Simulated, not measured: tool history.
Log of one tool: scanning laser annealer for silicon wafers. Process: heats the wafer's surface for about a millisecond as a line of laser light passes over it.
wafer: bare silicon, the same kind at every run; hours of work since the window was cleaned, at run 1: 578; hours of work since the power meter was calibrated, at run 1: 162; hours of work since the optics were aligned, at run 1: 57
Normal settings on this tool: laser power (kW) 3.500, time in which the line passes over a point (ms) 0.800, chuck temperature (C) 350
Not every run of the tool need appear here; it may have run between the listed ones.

run	day	laser power (kW)	time in which the line passes over a point (ms)	chuck temperature (C)	hours of work since the window was cleaned	hours of work since the power meter was calibrated	hours of work since the optics were aligned	highest temperature of the surface (C)
1	0.000	3.500	0.800	350	578	162	57	1126
2	1.488	3.500	0.800	350	603	187	82	1122
3	2.683	3.500	0.800	350	624	207	103	1122
4	3.671	3.500	0.800	350	640	224	119	1121
5	4.775	3.500	0.800	350	659	243	138	1118
6	6.321	3.500	0.800	350	685	269	164	1114
# day 6.604: window over the wafer cleaned
7	7.846	3.500	0.800	350	21	293	188	1166
8	8.583	3.500	0.800	350	33	306	201	1166
9	9.246	3.849	0.800	350	45	317	212	1268
10	10.200	3.849	0.800	350	61	333	228	1264
11	11.679	3.500	0.759	350	86	358	253	1136
12	13.179	3.500	0.759	350	111	383	279	1137
13	14.704	3.500	0.759	350	137	409	304	1136
14	15.792	3.500	0.800	350	155	428	323	1152
15	16.704	3.500	0.800	350	171	443	338	1149
16	18.083	3.500	0.800	350	194	466	361	1149
17	19.521	3.500	0.800	350	218	491	386	1147
18	21.138	3.500	0.800	350	246	518	413	1144
19	22.604	3.500	0.800	350	270	543	438	1143
20	24.254	3.500	0.800	350	298	571	466	1139
21	25.904	3.500	0.736	350	326	598	494	1102
22	27.354	3.500	0.736	350	351	623	518	1100
23	28.558	3.608	0.603	374	371	643	539	1087
24	29.504	3.500	0.578	350	387	659	555	1018
25	30.446	3.500	0.578	350	403	675	570	1019
26	31.192	3.500	0.651	350	416	688	583	1055
27	32.121	3.297	0.986	375	431	704	599	1161
28	32.825	3.297	0.881	375	443	715	611	1125
29	34.033	3.297	0.884	358	464	736	631	1107
30	35.529	3.233	0.737	360	489	761	656	1030
31	36.642	3.233	0.737	360	508	780	675	1027
32	37.379	3.169	0.672	363	520	792	688	985
33	38.404	3.169	0.906	363	537	810	705	1075
34	39.350	3.169	0.906	363	553	826	721	1075
35	40.317	3.169	0.906	363	570	842	737	1070
36	41.062	3.680	0.600	371	582	855	750	1078
37	41.804	3.680	0.600	371	595	867	762	1079
38	42.617	3.044	0.921	327	609	881	776	1002

Run 39, settings as shown, results not yet in. Your forecast:
39	44.225	3.369	0.674	350	636	908	803	?

Run 39 came out at highest temperature of the surface (C) 1014.
On a tool with no hidden condition, and with the same random variation, this run would have come out at highest temperature of the surface (C) 1080.
